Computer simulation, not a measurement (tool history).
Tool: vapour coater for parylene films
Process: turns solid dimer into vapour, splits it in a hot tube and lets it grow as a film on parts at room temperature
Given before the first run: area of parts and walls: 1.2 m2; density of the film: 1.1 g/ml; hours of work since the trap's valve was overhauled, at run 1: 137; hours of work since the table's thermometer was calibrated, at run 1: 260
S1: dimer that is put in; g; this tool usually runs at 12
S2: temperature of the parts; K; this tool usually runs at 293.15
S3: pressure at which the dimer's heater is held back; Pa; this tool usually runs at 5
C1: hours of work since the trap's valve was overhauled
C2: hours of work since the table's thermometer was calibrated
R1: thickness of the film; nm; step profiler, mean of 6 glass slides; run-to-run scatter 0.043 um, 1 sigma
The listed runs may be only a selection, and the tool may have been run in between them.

run   hour  S1      S2     S3   C1   C2    R1
  1      0  12  293.15      5  137  260  4480
  2   19.8  12  293.15      5  150  274  4440
  3   36.6  12  293.15      5  162  285  4460
  4   53.1  12  293.15      5  173  297  4440
  5   67.1  12  293.15      5  183  306  4410
  6   81.4  12  293.15      5  193  316  4410
  7  103.1  12  293.15      5  207  331  4440
  8  112.1  12  293.15      5  214  337  4430
  9    121  12  293.15  10.42  220  343  3660
 10    142  12  293.15      5  234  358  4420
 11  156.7  12  293.15      5  244  368  4340
 12  174.4  12  296.15   6.27  256  380  3650
 13  189.6  12  296.15   6.27  267  390  3680
 14    200  12  296.15   6.27  274  397  3630
 15  217.5  12  296.15   6.27  286  409  3680
 16    227   7  290.15   2.97  292  416  3200
 17  238.8  10  301.15   2.97  300  424  2960
 18  254.7  16  301.15   2.35  311  435  4960
 19  264.8  16  301.15   2.35  318  442  4890
 20  281.1  16  301.15   2.35  329  453  4950
 21  295.5  16  301.15  10.11  339  463  3460
 22  308.5  10  288.15    4.9  348  472  4380

Branching from run 22: 5 alternative next runs. What would each branch give?
  A  323.2  10  288.15  2.41  358  482   ?
  B  323.2  10  288.15  9.55  358  482   ?
  C  323.2   9  298.15  2.25  358  482   ?
  D  323.2  11  288.15   4.9  358  482   ?
  E  323.2  12  304.15  2.41  358  482   ?

run    R1
  A  5160
  B  3710
  C  3160
  D  4810
  E  3140
The same runs, with their run-to-run variation unchanged, on a tool lacking any hidden condition would have given:
run    R1
  A  5750
  B  4130
  C  3520
  D  5360
  E  3500
